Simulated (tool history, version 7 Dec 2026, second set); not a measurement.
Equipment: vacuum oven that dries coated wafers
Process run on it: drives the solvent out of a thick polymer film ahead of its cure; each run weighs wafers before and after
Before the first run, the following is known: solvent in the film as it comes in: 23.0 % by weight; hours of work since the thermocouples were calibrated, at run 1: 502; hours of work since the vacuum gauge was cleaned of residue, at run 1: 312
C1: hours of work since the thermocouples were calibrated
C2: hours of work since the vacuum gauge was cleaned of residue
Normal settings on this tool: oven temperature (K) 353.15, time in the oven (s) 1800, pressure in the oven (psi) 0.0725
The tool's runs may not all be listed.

Run 1, day 0.000: usual settings; C1 502; C2 312. Result: solvent left in the film (%) 1.17.
Run 2, day 2.121: usual settings; C1 535; C2 344. Result: solvent left in the film (%) 1.17.
Run 3, day 3.604: usual settings; C1 557; C2 367. Result: solvent left in the film (%) 1.22.
Run 4, day 6.062: usual settings; C1 596; C2 405. Result: solvent left in the film (%) 1.17.
Run 5, day 8.117: usual settings; C1 627; C2 437. Result: solvent left in the film (%) 1.08.
Run 6, day 10.521: usual settings; C1 665; C2 475. Result: solvent left in the film (%) 1.24.
Run 7, day 12.542: usual settings; C1 696; C2 506. Result: solvent left in the film (%) 1.16.
Run 8, day 15.550: usual settings but time in the oven (s) 1320; C1 743; C2 552. Result: solvent left in the film (%) 2.16.
Run 9, day 17.396: usual settings but time in the oven (s) 1080; C1 771; C2 581. Result: solvent left in the film (%) 3.22.
Run 10, day 20.129: usual settings; C1 814; C2 623. Result: solvent left in the film (%) 1.23.
Run 11, day 23.500: usual settings but time in the oven (s) 900; C1 866; C2 676. Result: solvent left in the film (%) 4.06.
Run 12, day 26.229: usual settings but oven temperature (K) 367.15; C1 908; C2 718. Result: solvent left in the film (%) 0.31.
Run 13, day 28.017: usual settings but oven temperature (K) 367.15; C1 936; C2 746. Result: solvent left in the film (%) 0.40.
Run 14, day 30.004: usual settings but oven temperature (K) 367.15; C1 966; C2 776. Result: solvent left in the film (%) 0.24.
Run 15, day 31.558: usual settings but oven temperature (K) 367.15; C1 991; C2 800. Result: solvent left in the film (%) 0.36.
Run 16, day 34.358: usual settings but oven temperature (K) 367.15; C1 1034; C2 844. Result: solvent left in the film (%) 0.35.
Run 17, day 36.317: usual settings but oven temperature (K) 367.15, pressure in the oven (psi) 0.1888; C1 1064; C2 874. Result: solvent left in the film (%) 0.55.
Run 18, day 38.800: usual settings but oven temperature (K) 351.15, pressure in the oven (psi) 0.1888; C1 1103; C2 913. Result: solvent left in the film (%) 1.89.
Run 19, day 40.875: usual settings; C1 1135; C2 945. Result: solvent left in the film (%) 1.26.
Run 20, day 44.071: usual settings but time in the oven (s) 2460; C1 1184; C2 994. Result: solvent left in the film (%) 0.77.
Run 21, day 46.158: usual settings but time in the oven (s) 2700; C1 1217; C2 1027. Result: solvent left in the film (%) 0.57.
Run 22, day 49.275: usual settings but time in the oven (s) 2700; C1 1265; C2 1075. Result: solvent left in the film (%) 0.66.
Run 23, day 51.233: usual settings but time in the oven (s) 2700; C1 1295; C2 1105. Result: solvent left in the film (%) 0.66.
Run 24, day 53.158: usual settings but oven temperature (K) 348.15, time in the oven (s) 1320, pressure in the oven (psi) 0.1695; C1 1325; C2 1135. Result: solvent left in the film (%) 3.63.
Run 25, day 56.533: usual settings but time in the oven (s) 2100, pressure in the oven (psi) 0.0850; C1 1377; C2 1187. Result: solvent left in the film (%) 1.01.
Run 26, day 58.246: usual settings but time in the oven (s) 1260, pressure in the oven (psi) 0.0598; C1 1404; C2 1214. Result: solvent left in the film (%) 2.36.
Run 27, day 59.746: usual settings but oven temperature (K) 357.15, time in the oven (s) 1260, pressure in the oven (psi) 0.0679; C1 1427; C2 1237. Result: solvent left in the film (%) 1.81.
At day 61.725: oven's thermocouples calibrated.
Run 28, day 62.208: usual settings but oven temperature (K) 356.15, time in the oven (s) 960, pressure in the oven (psi) 0.1156; C1 7; C2 1274. Result: solvent left in the film (%) 3.62.
Run 29, day 65.258: usual settings but oven temperature (K) 361.15, time in the oven (s) 960, pressure in the oven (psi) 0.1916; C1 55; C2 1321. Result: solvent left in the film (%) 2.87.
Run 30, day 68.483: usual settings but oven temperature (K) 361.15, time in the oven (s) 960, pressure in the oven (psi) 0.1916; C1 105; C2 1371. Result: solvent left in the film (%) 2.84.
Run 31, day 70.583: usual settings but oven temperature (K) 361.15, time in the oven (s) 960, pressure in the oven (psi) 0.1916; C1 137; C2 1404. Result: solvent left in the film (%) 2.69.
Run 32, day 72.529: usual settings but oven temperature (K) 361.15, time in the oven (s) 960, pressure in the oven (psi) 0.1916; C1 167; C2 1434. Result: solvent left in the film (%) 2.66.
Run 33, day 74.588: usual settings but oven temperature (K) 361.15, time in the oven (s) 960, pressure in the oven (psi) 0.1916; C1 199; C2 1466. Result: solvent left in the film (%) 2.69.
Run 34, day 76.408: usual settings but oven temperature (K) 361.15, time in the oven (s) 960, pressure in the oven (psi) 0.1916; C1 227; C2 1494. Result: solvent left in the film (%) 2.73.
Run 35, day 78.062: usual settings but oven temperature (K) 361.15, time in the oven (s) 960, pressure in the oven (psi) 0.1916; C1 253; C2 1520. Result: solvent left in the film (%) 2.62.
Run 36, day 79.683: usual settings but oven temperature (K) 364.15, time in the oven (s) 960, pressure in the oven (psi) 0.0896; C1 278; C2 1545. Result: solvent left in the film (%) 2.02.
Run 37, day 83.050: usual settings but oven temperature (K) 366.15, time in the oven (s) 2340, pressure in the oven (psi) 0.1722; C1 330; C2 1597. Result: solvent left in the film (%) 0.70.
Run 38, day 85.675: usual settings but oven temperature (K) 366.15, time in the oven (s) 3180; C1 371; C2 1638. Result: solvent left in the film (%) 0.46.
Run 39, day 87.729: usual settings but oven temperature (K) 358.15, pressure in the oven (psi) 0.0825; C1 403; C2 1669. Result: solvent left in the film (%) 1.00.
Run 40, day 90.104: usual settings but oven temperature (K) 340.15, time in the oven (s) 1920, pressure in the oven (psi) 0.0825; C1 440; C2 1706. Result: solvent left in the film (%) 3.94.
Run 41, day 92.067: usual settings but oven temperature (K) 359.15, time in the oven (s) 2760, pressure in the oven (psi) 0.1300; C1 470; C2 1737. Result: solvent left in the film (%) 0.86.
Run 42, day 94.412: usual settings but time in the oven (s) 1860, pressure in the oven (psi) 0.0635; C1 506; C2 1773. Result: solvent left in the film (%) 1.35.
Run 43, day 96.250: usual settings but time in the oven (s) 1860, pressure in the oven (psi) 0.0635; C1 535; C2 1801. Result: solvent left in the film (%) 1.41.
Run 44, day 99.446: usual settings but oven temperature (K) 345.15, time in the oven (s) 1140, pressure in the oven (psi) 0.0410; C1 584; C2 1851. Result: solvent left in the film (%) 5.12.
Run 45, day 101.038: usual settings but time in the oven (s) 960, pressure in the oven (psi) 0.1516; C1 609; C2 1876. Result: solvent left in the film (%) 4.39.
Run 46, day 103.696: usual settings but time in the oven (s) 960, pressure in the oven (psi) 0.1516; C1 650; C2 1917. Result: solvent left in the film (%) 4.39.

What would each run have given without the hidden state, its run-to-run variation left as it was?
The tool's hidden condition here consists of: true wafer temperature over the reading, C; true pressure over the reading, kPa; drift of the gauge itself on solvent_pct, %.
run  solvent left in the film (%)
  1                          1.18
  2                          1.18
  3                          1.23
  4                          1.18
  5                          1.08
  6                          1.24
  7                          1.16
  8                          2.24
  9                          3.37
 10                          1.23
 11                          4.26
 12                          0.24
 13                          0.33
 14                          0.17
 15                          0.28
 16                          0.27
 17                          0.49
 18                          1.91
 19                          1.23
 20                          0.63
 21                          0.41
 22                          0.48
 23                          0.49
 24                          3.81
 25                          0.90
 26                          2.49
 27                          1.89
 28                          3.29
 29                          2.60
 30                          2.58
 31                          2.43
 32                          2.41
 33                          2.43
 34                          2.48
 35                          2.38
 36                          1.80
 37                          0.46
 38                          0.21
 39                          0.68
 40                          3.36
 41                          0.53
 42                          0.96
 43                          1.02
 44                          4.75
 45                          4.13
 46                          4.14
